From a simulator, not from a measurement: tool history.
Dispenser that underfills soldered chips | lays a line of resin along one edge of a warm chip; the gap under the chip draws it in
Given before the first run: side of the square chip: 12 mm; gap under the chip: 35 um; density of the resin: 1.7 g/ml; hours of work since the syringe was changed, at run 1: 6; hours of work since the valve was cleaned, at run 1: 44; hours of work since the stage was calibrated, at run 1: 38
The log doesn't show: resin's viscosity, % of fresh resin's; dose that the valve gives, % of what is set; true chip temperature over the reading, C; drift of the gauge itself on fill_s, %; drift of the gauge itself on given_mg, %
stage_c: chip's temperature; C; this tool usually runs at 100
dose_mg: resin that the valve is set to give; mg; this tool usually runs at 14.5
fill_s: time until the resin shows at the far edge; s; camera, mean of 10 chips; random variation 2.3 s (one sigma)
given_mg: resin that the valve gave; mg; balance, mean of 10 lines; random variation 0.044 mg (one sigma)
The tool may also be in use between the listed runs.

run   hour  stage_c  dose_mg  hours of work since the syringe was changed  hours of work since the valve was cleaned  hours of work since the stage was calibrated  fill_s  given_mg
  1    0.0      100     14.5                                            6                                         44                                            38   338.1     14.00
       4.9  -- new syringe of resin
  2    4.9      100     14.5                                            0                                         47                                            41   234.3     13.97
  3   14.5      100     14.5                                            6                                         53                                            47   355.6     13.84
      19.0  -- new syringe of resin
  4   23.3      100     14.5                                            3                                         59                                            52   275.9     13.85
  5   29.9      100     14.5                                            7                                         63                                            56   366.4     13.72
      32.7  -- new syringe of resin
  6   37.1      100     14.5                                            3                                         67                                            61   272.2     13.65
      43.6  -- dispensing valve cleaned and set on the balance
  7   43.6      100     14.5                                            6                                          0                                            64   346.3     14.50
      47.9  -- new syringe of resin
  8   52.5      100     14.5                                            3                                          6                                            70   275.5     14.47
  9   58.4      100     14.5                                            7                                          9                                            74   357.6     14.46
      61.7  -- new syringe of resin
 10   66.7      100     14.5                                            3                                         14                                            79   296.2     14.37
      75.8  -- new syringe of resin
 11   75.8      100     14.5                                            0                                         20                                            84   231.0     14.32
 12   83.7      100     14.5                                            5                                         25                                            89   327.9     14.31
      89.8  -- new syringe of resin
 13   90.8      100     14.5                                            1                                         29                                            94   248.4     14.20
 14   95.7      100     14.5                                            4                                         33                                            97   306.3     14.09
 15  101.8       96     14.5                                            8                                         36                                           101   455.7     14.16
     103.8  -- new syringe of resin
 16  107.3       96     14.5                                            2                                         40                                           104   306.4     14.09
 17  116.8       96     14.5                                            8                                         46                                           110   455.5     13.97
     117.6  -- new syringe of resin
 18  121.9       94     12.5                                            3                                         49                                           113   352.2     12.08
     131.7  -- new syringe of resin
 19  131.8      100     17.5                                            0                                         55                                           119   227.9     16.73
 20  136.3       97     18.5                                            3                                         58                                           122   322.1     17.69
 21  142.9      101     14.2                                            7                                         62                                           126   371.6     13.57
     145.8  -- new syringe of resin
 22  151.2      101     14.2                                            3                                         67                                           131   286.5     13.45
     157.8  -- dispensing valve cleaned and set on the balance
 23  159.7       89     18.5                                            8                                          1                                           136   596.3     18.56
     160.9  -- new syringe of resin
 24  164.1       93     14.0                                            2                                          4                                           139   344.1     14.02
 25  170.5       96     14.0                                            6                                          8                                           143   405.7     13.87
     175.1  -- new syringe of resin
 26  180.0       91     17.9                                            3                                         14                                           149   393.0     17.66
 27  185.0      111     15.2                                            6                                         17                                           152   240.4     15.04
     189.3  -- new syringe of resin
 28  190.7      111     15.2                                            1                                         20                                           155   167.8     14.97
 29  195.7      101     16.3                                            4                                         24                                           159   303.0     15.99
 30  201.8      101     16.9                                            8                                         27                                           162   377.8     16.57
     203.3  -- new syringe of resin
 31  206.3      115     14.5                                            2                                         30                                           165   156.5     14.14
 32  211.1      115     14.5                                            5                                         33                                           168   191.6     14.17
     217.1  -- new syringe of resin
 33  220.2      115     17.6                                            2                                         39                                           174   152.2     17.06

5 ways to go on from here, each from the tool as it stands after run 33. What would each give?
  A  228.2       89     14.6                                            7                                         44                                           179       ?         ?
  B  228.2       95     18.6                                            7                                         44                                           179       ?         ?
  C  228.2      112     14.7                                            7                                         44                                           179       ?         ?
  D  228.2       89     12.3                                            7                                         44                                           179       ?         ?
  E  228.2       92     18.2                                            7                                         44                                           179       ?         ?

run  fill_s  given_mg
  A   551.5     14.14
  B   441.1     17.98
  C   243.5     14.19
  D   555.5     11.91
  E   494.2     17.61
The same runs, with their run-to-run variation unchanged, on a tool lacking any hidden condition would have given:
run  fill_s  given_mg
  A   342.0     14.62
  B   274.4     18.60
  C   151.3     14.67
  D   342.9     12.32
  E   307.4     18.21

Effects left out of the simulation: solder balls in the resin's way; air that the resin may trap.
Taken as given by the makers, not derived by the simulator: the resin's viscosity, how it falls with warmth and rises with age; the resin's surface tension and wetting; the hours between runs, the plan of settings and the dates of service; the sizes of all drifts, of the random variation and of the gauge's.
